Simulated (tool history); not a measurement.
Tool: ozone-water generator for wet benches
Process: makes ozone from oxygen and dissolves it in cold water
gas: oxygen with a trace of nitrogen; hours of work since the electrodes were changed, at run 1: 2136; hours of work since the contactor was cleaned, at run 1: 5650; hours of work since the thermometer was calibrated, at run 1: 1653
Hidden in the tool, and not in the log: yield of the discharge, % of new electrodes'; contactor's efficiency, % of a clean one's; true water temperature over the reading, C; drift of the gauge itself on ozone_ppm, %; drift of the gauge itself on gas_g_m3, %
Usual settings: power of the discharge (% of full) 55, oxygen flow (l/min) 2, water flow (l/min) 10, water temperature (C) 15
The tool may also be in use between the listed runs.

run	hour	power of the discharge (% of full)	oxygen flow (l/min)	water flow (l/min)	water temperature (C)	hours of work since the electrodes were changed	hours of work since the contactor was cleaned	hours of work since the thermometer was calibrated	dissolved ozone (ppm)	ozone in the gas ahead of the water (g/m3)
1	0	55	2	10	15	2136	5650	1653	20.3	199.8
2	88.7	55	2	10	15	2195	5709	1712	19.8	202.1
3	154.8	55	2	10	15	2240	5753	1756	19.9	200.9
4	200.7	55	2	10	15	2270	5784	1787	20	201
5	268.2	55	2.47	10	15	2315	5829	1832	19.5	173.6
6	330.4	55	2.47	10	15	2357	5871	1873	20	174.9
7	381.7	55	2.47	10	8	2391	5905	1908	21.5	174.5
8	469.8	55	2	10	15	2450	5964	1967	20.1	199.7
9	510.8	55	2	10	15	2478	5991	1994	19.9	200.2
10	560.2	55	2	10	15	2511	6024	2027	19.8	200.4
11	650.1	55	2	10	15	2571	6084	2087	20	201.5
12	699.6	55	2	10	15	2604	6118	2120	19.9	201.2
13	794.7	55	2	10	15	2667	6181	2184	19.6	198.8
14	863.3	74	2	10	15	2713	6227	2230	24.5	248.1
15	958.6	74	2	10	15	2777	6291	2293	24.5	245
16	1017.6	74	2	10	15	2816	6330	2333	24.3	244
17	1096.7	74	2	10	15	2869	6383	2386	24.4	247.1
18	1186.5	59	1.66	6	15	2929	6443	2446	31.2	235.8
19	1258	59	1.66	6	15	2977	6491	2493	30.7	238.8
20	1302.3	59	2.42	6	9	3007	6520	2523	32.1	187.5
21	1368.1	59	2.42	6	9	3051	6564	2567	32.3	183.8
22	1428.7	56	3.04	8	11	3091	6605	2607	23.9	152.2
23	1517.1	54	1.03	8	14	3150	6664	2667	22.9	302.1
24	1572.2	55	2	10	7	3187	6701	2703	21.4	197.3
25	1648.1	55	2.25	14	15	3238	6751	2754	14.5	183.5
26	1707.1	55	2	6	14	3277	6791	2794	29.1	200.5
27	1755.7	44	1.39	6	13	3310	6823	2826	25.9	216.2
28	1835.7	68	1.35	14	20	3363	6877	2880	15.8	298.5
29	1892.7	76	1.16	15	18	3401	6915	2918	15.8	352.9
# hour 1928.2: water thermometer calibrated
30	1974.6	76	1.16	15	18	3456	6969	31	15.5	357.9
31	2028	76	1.16	15	18	3491	7005	67	15.5	355.2
32	2082.6	76	3.25	10	18	3528	7042	103	22.6	182.4

4 ways to go on from here, each from the tool as it stands after run 32. What would each give?
A	2161.8	95	2	11	8	3581	7094	156	?	?
B	2161.8	76	3.25	7	18	3581	7094	156	?	?
C	2161.8	76	1.17	10	18	3581	7094	156	?	?
D	2161.8	81	2	10	15	3581	7094	156	?	?

run	dissolved ozone (ppm)	ozone in the gas ahead of the water (g/m3)
A	28.3	294
B	28.3	180.8
C	23.3	351
D	25.3	261.8
Without the tool's hidden state the same runs would have given:
run	dissolved ozone (ppm)	ozone in the gas ahead of the water (g/m3)
A	31.9	314.5
B	31.4	191.7
C	26	372.2
D	28.3	278.4

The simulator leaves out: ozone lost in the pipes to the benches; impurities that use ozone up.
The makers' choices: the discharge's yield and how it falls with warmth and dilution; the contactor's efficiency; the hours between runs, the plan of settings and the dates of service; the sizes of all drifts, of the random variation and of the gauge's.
